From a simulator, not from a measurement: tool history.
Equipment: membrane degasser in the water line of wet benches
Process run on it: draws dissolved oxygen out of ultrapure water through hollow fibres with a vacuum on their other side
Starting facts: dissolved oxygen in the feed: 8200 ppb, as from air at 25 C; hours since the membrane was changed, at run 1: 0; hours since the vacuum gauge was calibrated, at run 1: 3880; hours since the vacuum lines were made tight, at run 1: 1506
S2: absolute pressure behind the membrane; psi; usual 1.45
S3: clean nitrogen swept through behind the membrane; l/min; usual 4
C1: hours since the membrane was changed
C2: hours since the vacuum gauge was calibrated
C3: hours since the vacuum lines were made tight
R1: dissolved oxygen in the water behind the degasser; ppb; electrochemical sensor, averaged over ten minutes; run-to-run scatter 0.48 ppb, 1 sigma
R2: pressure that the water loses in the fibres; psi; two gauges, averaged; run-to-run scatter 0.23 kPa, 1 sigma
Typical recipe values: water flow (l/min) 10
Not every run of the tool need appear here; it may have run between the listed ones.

run 1 hour=0 | water_flow_(l/min)=10 S2=1.45 S3=4 | C1=0 C2=3880 C3=1506 | R1=45.2 R2=8.195
run 2 hour=162.6 | water_flow_(l/min)=10 S2=1.45 S3=4 | C1=163 C2=4043 C3=1669 | R1=46.3 R2=8.253
run 3 hour=508.5 | water_flow_(l/min)=10 S2=1.45 S3=10.63 | C1=509 C2=4389 C3=2015 | R1=20.1 R2=8.24
run 4 hour=709.4 | water_flow_(l/min)=12 S2=1.45 S3=4 | C1=709 C2=4590 C3=2216 | R1=61.3 R2=9.874
run 5 hour=1014.9 | water_flow_(l/min)=12 S2=1.45 S3=4 | C1=1015 C2=4895 C3=2521 | R1=60 R2=9.841
run 6 hour=1170 | water_flow_(l/min)=10 S2=1.45 S3=4 | C1=1170 C2=5050 C3=2676 | R1=46.9 R2=8.208
-- hour=1228.9 vacuum gauge calibrated
run 7 hour=1480 | water_flow_(l/min)=10 S2=1.45 S3=4 | C1=1479 C2=251 C3=2986 | R1=44.4 R2=8.222
run 8 hour=1738 | water_flow_(l/min)=10 S2=1.45 S3=4 | C1=1738 C2=509 C3=3244 | R1=45.1 R2=8.221
run 9 hour=1921.6 | water_flow_(l/min)=10 S2=1.45 S3=4 | C1=1921 C2=693 C3=3427 | R1=45.5 R2=8.274
run 10 hour=2277 | water_flow_(l/min)=10 S2=1.16 S3=4 | C1=2277 C2=1048 C3=3783 | R1=33.4 R2=8.286
run 11 hour=2588.2 | water_flow_(l/min)=10 S2=1.16 S3=4 | C1=2588 C2=1359 C3=4094 | R1=33.9 R2=8.27
run 12 hour=2811.2 | water_flow_(l/min)=10 S2=1.16 S3=1.88 | C1=2811 C2=1582 C3=4317 | R1=65.3 R2=8.234
run 13 hour=2989.7 | water_flow_(l/min)=10 S2=3.61 S3=1.88 | C1=2989 C2=1761 C3=4495 | R1=276.1 R2=8.232
run 14 hour=3200 | water_flow_(l/min)=9 S2=3.61 S3=1.88 | C1=3199 C2=1971 C3=4706 | R1=249.7 R2=7.407
run 15 hour=3554.6 | water_flow_(l/min)=9 S2=3.61 S3=1.88 | C1=3554 C2=2326 C3=5060 | R1=251.2 R2=7.409
run 16 hour=3795.5 | water_flow_(l/min)=9 S2=3.61 S3=1.88 | C1=3795 C2=2567 C3=5301 | R1=248.2 R2=7.451
run 17 hour=4014.3 | water_flow_(l/min)=9 S2=3.61 S3=1.88 | C1=4014 C2=2785 C3=5520 | R1=250.6 R2=7.43
-- hour=4371.3 seals of the vacuum lines changed
run 18 hour=4374.4 | water_flow_(l/min)=9 S2=3.61 S3=1.88 | C1=4372 C2=3144 C3=3 | R1=247.2 R2=7.387
run 19 hour=4592.3 | water_flow_(l/min)=9 S2=3.61 S3=1.88 | C1=4590 C2=3361 C3=221 | R1=248.8 R2=7.445
run 20 hour=4842.2 | water_flow_(l/min)=9 S2=3.61 S3=1.88 | C1=4840 C2=3611 C3=471 | R1=247.3 R2=7.446
run 21 hour=5191.8 | water_flow_(l/min)=9 S2=3.61 S3=1.88 | C1=5189 C2=3961 C3=821 | R1=246.9 R2=7.442
run 22 hour=5479.8 | water_flow_(l/min)=9 S2=2.84 S3=1.86 | C1=5477 C2=4249 C3=1108 | R1=191.2 R2=7.439

What will run 23 give?
run 23 hour=5646 | water_flow_(l/min)=9 S2=2.84 S3=1.86 | C1=5644 C2=4415 C3=1275 | R1=? R2=?

{"run 23": {"R1": 190.4, "R2": 7.419}}
Were there no unlogged condition in the tool, this run, its random variation unchanged, would have produced R1 190.3 ppb, R2 7.413 psi.

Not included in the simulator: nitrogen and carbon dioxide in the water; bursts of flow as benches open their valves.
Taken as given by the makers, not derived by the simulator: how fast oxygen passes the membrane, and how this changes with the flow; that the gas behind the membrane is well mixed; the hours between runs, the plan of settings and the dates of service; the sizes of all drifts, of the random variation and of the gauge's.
